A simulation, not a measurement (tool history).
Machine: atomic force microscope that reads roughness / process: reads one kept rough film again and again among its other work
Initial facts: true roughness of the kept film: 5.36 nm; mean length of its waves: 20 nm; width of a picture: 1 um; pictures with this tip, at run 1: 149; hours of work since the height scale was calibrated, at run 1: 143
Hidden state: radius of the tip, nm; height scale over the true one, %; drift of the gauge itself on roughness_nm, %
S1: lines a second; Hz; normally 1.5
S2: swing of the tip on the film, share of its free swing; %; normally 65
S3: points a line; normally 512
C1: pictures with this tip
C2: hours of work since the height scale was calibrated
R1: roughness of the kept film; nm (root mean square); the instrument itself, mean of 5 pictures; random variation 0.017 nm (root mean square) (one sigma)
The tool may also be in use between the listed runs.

{"run": 1, "hour": 0.0, "S1": 1.5, "S2": 65, "S3": 512, "C1": 149, "C2": 143, "R1": 2.496}
{"hour": 4.3, "done": "new tip fitted"}
{"run": 2, "hour": 4.9, "S1": 1.5, "S2": 65, "S3": 512, "C1": 1, "C2": 145, "R1": 4.043}
{"run": 3, "hour": 13.5, "S1": 1.5, "S2": 65, "S3": 512, "C1": 14, "C2": 149, "R1": 3.85}
{"run": 4, "hour": 23.2, "S1": 1.5, "S2": 76, "S3": 512, "C1": 29, "C2": 153, "R1": 3.524}
{"run": 5, "hour": 28.3, "S1": 1.5, "S2": 76, "S3": 512, "C1": 38, "C2": 156, "R1": 3.424}
{"run": 6, "hour": 36.1, "S1": 1.5, "S2": 76, "S3": 512, "C1": 50, "C2": 159, "R1": 3.277}
{"run": 7, "hour": 44.5, "S1": 1.5, "S2": 65, "S3": 512, "C1": 63, "C2": 163, "R1": 3.218}
{"run": 8, "hour": 51.4, "S1": 1.5, "S2": 65, "S3": 512, "C1": 74, "C2": 166, "R1": 3.11}
{"run": 9, "hour": 58.1, "S1": 1.5, "S2": 65, "S3": 512, "C1": 85, "C2": 169, "R1": 3.031}
{"run": 10, "hour": 63.5, "S1": 1.5, "S2": 65, "S3": 512, "C1": 93, "C2": 172, "R1": 2.944}
{"run": 11, "hour": 70.0, "S1": 1.5, "S2": 65, "S3": 512, "C1": 104, "C2": 175, "R1": 2.846}
{"run": 12, "hour": 76.0, "S1": 1.5, "S2": 65, "S3": 512, "C1": 113, "C2": 178, "R1": 2.783}
{"run": 13, "hour": 80.4, "S1": 1.5, "S2": 66, "S3": 512, "C1": 120, "C2": 180, "R1": 2.716}
{"run": 14, "hour": 89.6, "S1": 1.5, "S2": 65, "S3": 550, "C1": 134, "C2": 184, "R1": 2.617}
{"hour": 91.4, "done": "height scale calibrated on a step standard"}
{"run": 15, "hour": 98.6, "S1": 1.5, "S2": 65, "S3": 550, "C1": 147, "C2": 3, "R1": 2.545}
{"hour": 104.3, "done": "new tip fitted"}
{"run": 16, "hour": 105.3, "S1": 1.5, "S2": 78, "S3": 550, "C1": 2, "C2": 6, "R1": 3.912}
{"run": 17, "hour": 114.5, "S1": 1.5, "S2": 78, "S3": 550, "C1": 16, "C2": 10, "R1": 3.697}
{"hour": 119.8, "done": "height scale calibrated on a step standard, once more"}
{"run": 18, "hour": 121.5, "S1": 1.5, "S2": 78, "S3": 550, "C1": 26, "C2": 1, "R1": 3.555}
{"run": 19, "hour": 132.1, "S1": 1.5, "S2": 62, "S3": 330, "C1": 43, "C2": 6, "R1": 3.4}
{"run": 20, "hour": 141.3, "S1": 1.5, "S2": 62, "S3": 330, "C1": 57, "C2": 10, "R1": 3.247}
{"run": 21, "hour": 149.1, "S1": 1.5, "S2": 62, "S3": 330, "C1": 69, "C2": 14, "R1": 3.088}
{"run": 22, "hour": 157.8, "S1": 1.5, "S2": 62, "S3": 330, "C1": 83, "C2": 18, "R1": 2.958}
{"run": 23, "hour": 165.7, "S1": 1.04, "S2": 83, "S3": 287, "C1": 96, "C2": 21, "R1": 2.76}
{"run": 24, "hour": 175.3, "S1": 0.56, "S2": 74, "S3": 688, "C1": 111, "C2": 26, "R1": 2.796}
{"run": 25, "hour": 183.4, "S1": 0.7, "S2": 56, "S3": 432, "C1": 124, "C2": 29, "R1": 2.707}
{"run": 26, "hour": 189.4, "S1": 0.7, "S2": 56, "S3": 432, "C1": 133, "C2": 32, "R1": 2.628}
{"run": 27, "hour": 194.0, "S1": 0.7, "S2": 56, "S3": 432, "C1": 140, "C2": 34, "R1": 2.575}
{"hour": 203.5, "done": "new tip fitted"}
{"run": 28, "hour": 203.5, "S1": 0.7, "S2": 56, "S3": 432, "C1": 0, "C2": 38, "R1": 4.025}
{"run": 29, "hour": 212.8, "S1": 0.61, "S2": 65, "S3": 512, "C1": 14, "C2": 43, "R1": 3.811}
{"run": 30, "hour": 223.1, "S1": 0.61, "S2": 65, "S3": 512, "C1": 31, "C2": 47, "R1": 3.604}
{"run": 31, "hour": 230.5, "S1": 0.61, "S2": 65, "S3": 512, "C1": 42, "C2": 51, "R1": 3.448}

For run 32, what comes out?
{"run": 32, "hour": 236.2, "S1": 1.5, "S2": 74, "S3": 904, "C1": 51, "C2": 54, "R1": "?"}

{"run 32": {"R1": 3.274}}
With the hidden condition absent and the run-to-run variation left alone, this run would have shown R1 4.032 nm (root mean square).
